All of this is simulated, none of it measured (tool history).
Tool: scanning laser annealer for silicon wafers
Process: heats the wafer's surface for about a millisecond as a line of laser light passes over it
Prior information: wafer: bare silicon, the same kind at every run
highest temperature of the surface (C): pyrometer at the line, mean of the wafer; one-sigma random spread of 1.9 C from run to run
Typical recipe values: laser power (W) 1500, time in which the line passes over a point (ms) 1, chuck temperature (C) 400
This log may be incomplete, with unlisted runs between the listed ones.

run    hour  laser power (W)  time in which the line passes over a point (ms)  chuck temperature (C)  highest temperature of the surface (C)
  1       0             1500                                                1                    400                                    1127
  2    35.9             1500                                                1                    400                                    1127
  3    52.3             1500                                                1                    400                                    1127
  4    77.9             1500                                             1.13                    400                                    1173
  5    98.9             1500                                             1.13                    400                                    1170
  6   131.1             1552                                                1                    400                                    1158
  7   164.2             1552                                                1                    401                                    1152
  8   196.4             1552                                                1                    401                                    1149
  9   227.1             1552                                                1                    401                                    1152
 10   246.9             1552                                                1                    401                                    1153
 11   278.1             1552                                                1                    401                                    1147
 12   303.8             1552                                                1                    401                                    1148
 13   330.2             1500                                                1                    400                                    1116
 14   344.8             1500                                                1                    400                                    1116
 15   361.5             1500                                                1                    400                                    1112
 16   379.5             1500                                                1                    400                                    1110
 17   412.8             1500                                                1                    400                                    1112
 18   430.6             1500                                                1                    415                                    1124
 19   456.3             1500                                             0.74                    415                                    1018
 20   490.5             1500                                             0.74                    415                                    1013
 21     516             1342                                             0.94                    394                                     984
 22   542.5             1615                                             1.09                    431                                    1231
 23   575.7             1500                                             1.21                    400                                    1169
 24   611.8             1500                                             1.08                    400                                    1175
 25   638.6             1378                                                1                    400                                    1067
 26     672             1524                                             0.82                    429                                    1110
 27   701.9             1482                                             1.24                    378                                    1189
 28   722.2             1566                                                1                    362                                    1143
 29   745.9             1566                                                1                    362                                    1142
 30   782.3             1566                                                1                    362                                    1139
 31   813.7             1500                                                1                    410                                    1147
 32   835.8             1524                                             0.78                    418                                    1079
 33   856.3             1459                                             1.07                    400                                    1134
 34   879.3             1360                                             0.76                    410                                     977
 35   910.4             1276                                                1                    400                                     997
 36   936.5             1276                                                1                    400                                     994
 37   954.1             1287                                                1                    407                                    1008
 38   984.9             1592                                              0.9                    394                                    1139
 39    1021             1318                                             0.96                    394                                     998
 40  1038.8             1500                                             0.94                    362                                    1064

The log once held 2 entries between its listed runs, left out of this copy. Where does each go, and what is different about the tool's unlogged condition between the listed run before it and the listed run after it?
Run 18 -> run 19: window over the wafer cleaned (hour 455.3)
  light that passes the window, % of a clean one's: 96.24 -> 95.39; laser's true power over the reading, %: 0.18 -> 0.19; width of the line over the set one, %: 0.78 -> 0.81
  measured minus no-state result, highest temperature of the surface (C): -38 -> -39
Run 23 -> run 24: window over the wafer cleaned, once more (hour 605.2)
  light that passes the window, % of a clean one's: 94.93 -> 99.94; laser's true power over the reading, %: 0.2 -> 0.21; width of the line over the set one, %: 0.93 -> 0.96
  measured minus no-state result, highest temperature of the surface (C): -55 -> -4
